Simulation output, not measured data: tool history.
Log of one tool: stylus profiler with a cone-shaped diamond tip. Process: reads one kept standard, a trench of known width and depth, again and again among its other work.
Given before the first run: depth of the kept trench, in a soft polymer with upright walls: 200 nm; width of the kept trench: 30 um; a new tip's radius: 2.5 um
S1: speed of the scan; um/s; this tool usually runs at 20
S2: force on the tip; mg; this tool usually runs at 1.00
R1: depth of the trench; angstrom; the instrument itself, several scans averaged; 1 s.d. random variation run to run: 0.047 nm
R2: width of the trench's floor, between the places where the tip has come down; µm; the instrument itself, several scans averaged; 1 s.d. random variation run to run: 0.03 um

run    hour  S1    S2      R1     R2
  1     0.0  20  1.00  2018.3  27.82
  2    29.7  20  1.00  2018.0  27.85
  3    60.6  20  1.00  2017.6  27.82
  4    77.0  20  1.00  2017.7  27.80
  5   113.2  20  1.00  2017.4  27.79
  6   141.2  20  2.92  2036.9  27.94
  7   178.5  20  2.92  2037.7  27.88
  8   208.4  20  2.92  2037.5  27.96
  9   244.7  20  2.92  2037.2  27.91
 10   280.9  20  1.00  2018.8  27.80
 11   297.1  61  1.00  2017.3  27.34
 12   321.4  61  1.00  2018.4  27.36
 13   338.6  20  1.00  2018.9  27.80
 14   358.6  20  1.00  2017.9  27.80
 15   397.1  20  1.00  2018.1  27.77
 16   435.9  20  1.00  2018.8  27.80
 17   475.0  20  1.00  2018.1  27.86
 18   509.8  20  1.96  2028.6  27.84
 19   531.8  20  1.96  2029.1  27.80
 20   557.2  20  1.96  2028.3  27.85
 21   596.9  20  1.96  2027.7  27.82
 22   628.8  20  1.47  2024.1  27.83
 23   661.7  20  1.47  2023.8  27.82
 24   691.0  20  1.47  2022.4  27.91
      711.3  -- new tip fitted, height scale calibrated
 25   726.0  55  1.76  2026.5  27.58
 26   763.1  55  1.76  2025.7  27.62
 27   800.1   8  0.85  2016.7  27.99
 28   819.3   8  0.85  2016.3  27.89
 29   853.2  34  1.00  2017.9  27.70
 30   884.5   6  0.84  2016.2  27.98
 31   922.2   6  0.84  2016.4  27.93
 32   952.3   6  0.54  2013.0  27.96
 33   975.8   9  0.44  2010.5  27.95
 34   995.5   9  0.44  2010.2  27.84
 35  1023.3   7  1.90  2028.3  27.96
 36  1041.3   5  1.22  2020.8  28.02
 37  1075.1  20  0.96  2018.1  27.79
 38  1101.9  20  0.96  2017.7  27.84
 39  1133.0  47  0.42  2010.0  27.34
 40  1167.0  13  0.33  2008.4  27.79
 41  1193.7  16  0.50  2010.9  27.77
 42  1231.6  16  0.50  2011.6  27.84
 43  1262.8   8  1.00  2018.2  27.96
 44  1283.4   8  1.00  2017.3  27.92
 45  1312.0  18  1.80  2026.5  27.92
 46  1330.6  30  0.47  2011.5  27.59

What if the next run were any one of these 4? Each begins from the tool's condition after run 46:
  A  1360.8  43  0.71   ?   ?
  B  1360.8  24  1.00   ?   ?
  C  1360.8  21  0.47   ?   ?
  D  1360.8  35  2.10   ?   ?

run      R1     R2
  A  2015.0  27.48
  B  2018.2  27.75
  C  2010.8  27.72
  D  2029.6  27.84
Without the tool's hidden state the same runs would have given:
run      R1     R2
  A  2014.9  27.50
  B  2018.1  27.76
  C  2010.7  27.74
  D  2029.5  27.86
